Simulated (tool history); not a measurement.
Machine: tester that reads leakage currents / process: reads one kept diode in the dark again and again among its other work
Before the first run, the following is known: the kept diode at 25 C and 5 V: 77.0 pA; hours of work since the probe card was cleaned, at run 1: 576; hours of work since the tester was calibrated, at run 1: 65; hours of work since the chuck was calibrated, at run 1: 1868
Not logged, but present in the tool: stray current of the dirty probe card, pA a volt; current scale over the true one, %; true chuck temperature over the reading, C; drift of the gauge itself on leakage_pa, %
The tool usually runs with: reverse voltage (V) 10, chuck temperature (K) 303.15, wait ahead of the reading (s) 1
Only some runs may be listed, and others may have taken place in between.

run    hour  reverse voltage (V)  chuck temperature (K)  wait ahead of the reading (s)  hours of work since the probe card was cleaned  hours of work since the tester was calibrated  hours of work since the chuck was calibrated  current that the tester gives (pA)
  1       0                   10                 303.15                              1                                             576                                             65                                          1868                              191.33
  2    84.2                   10                 303.15                           4.12                                             611                                            101                                          1904                              192.37
  3   168.6                   10                 303.15                           4.12                                             647                                            136                                          1939                              191.91
  4   273.2                   10                 303.15                           4.12                                             691                                            180                                          1983                              193.48
  5   398.8                   10                 303.15                           4.12                                             743                                            233                                          2036                              193.56
  6   505.9                   10                 303.15                           4.12                                             788                                            278                                          2080                              195.57
  7   567.6                   10                 303.15                           7.44                                             814                                            304                                          2106                              195.53
      605.1  -- chuck's temperature calibrated
  8   648.2                   10                 303.15                           7.44                                             847                                            337                                            18                              211.13
  9   728.5                   10                 303.15                              1                                             881                                            370                                            52                              213.01
 10     804                   10                 303.15                              1                                             912                                            402                                            83                              212.73
 11   909.9                    4                 303.15                              1                                             957                                            446                                           128                              131.87
 12   972.1                 11.1                 303.15                              1                                             983                                            473                                           154                              227.03
 13  1035.6                 11.1                 303.15                              1                                            1010                                            499                                           181                              227.41
 14  1092.9                 11.1                 303.15                              1                                            1034                                            523                                           205                              228.45
 15  1200.3                 19.8                 303.15                              1                                            1079                                            568                                           250                              313.54
 16  1292.9                 19.8                 303.15                              1                                            1118                                            607                                           289                              315.75
     1362.1  -- chuck's temperature calibrated, once more
 17  1419.4                 19.8                 303.15                              1                                            1170                                            659                                            24                               252.8
 18  1529.3                 19.8                 303.15                              1                                            1216                                            706                                            70                               255.1
 19    1657                   10                 311.15                              1                                            1270                                            759                                           124                              313.55
 20    1740                  1.2                 327.15                              1                                            1304                                            794                                           159                               315.7
 21  1804.6                  1.2                 294.15                           4.03                                            1331                                            821                                           186                               28.33
 22  1872.1                 11.3                 303.15                           3.36                                            1360                                            849                                           214                               189.1
 23  1959.7                  1.4                 301.15                           2.14                                            1397                                            886                                           251                               53.38
 24  2046.6                  1.4                 301.15                           2.14                                            1433                                            923                                           287                               53.42
 25  2111.2                  1.4                 301.15                           2.14                                            1460                                            950                                           314                               53.54
 26  2207.7                  8.8                 293.15                           2.14                                            1501                                            990                                           355                                81.1
 27  2287.3                  2.5                 296.15                           1.73                                            1534                                           1024                                           388                               50.34
 28  2361.4                  2.5                 296.15                           1.73                                            1565                                           1055                                           419                               50.46
 29  2450.8                  2.5                 296.15                           1.73                                            1603                                           1092                                           457                               50.45
 30  2523.2                  2.5                 296.15                           1.73                                            1633                                           1123                                           487                               50.72
 31  2645.5                  2.2                 320.15                           1.05                                            1684                                           1174                                           539                               274.1
     2698.7  -- probe card cleaned and baked
 32  2757.7                  2.4                 301.15                           0.52                                              25                                           1220                                           584                               70.13
 33  2824.6                  9.9                 303.15                           3.99                                              53                                           1248                                           612                              170.27
 34  2951.3                  2.1                 309.15                              1                                             106                                           1301                                           666                              120.98
 35  3078.5                  2.1                 309.15                              1                                             159                                           1354                                           719                              121.95

What if the next run were any one of these 3? Each begins from the tool's condition after run 35:
  A  3175.6                   10                 303.15                           5.09                                             200                                           1395                                           760                                   ?
  B  3175.6                 13.9                 300.15                           9.71                                             200                                           1395                                           760                                   ?
  C  3175.6                  1.3                 298.15                           0.34                                             200                                           1395                                           760                                   ?

run  current that the tester gives (pA)
  A                              174.05
  B                              163.51
  C                               40.79
The same runs, with their run-to-run variation unchanged, on a tool lacking any hidden condition would have given:
run  current that the tester gives (pA)
  A                               163.9
  B                              153.11
  C                               38.53

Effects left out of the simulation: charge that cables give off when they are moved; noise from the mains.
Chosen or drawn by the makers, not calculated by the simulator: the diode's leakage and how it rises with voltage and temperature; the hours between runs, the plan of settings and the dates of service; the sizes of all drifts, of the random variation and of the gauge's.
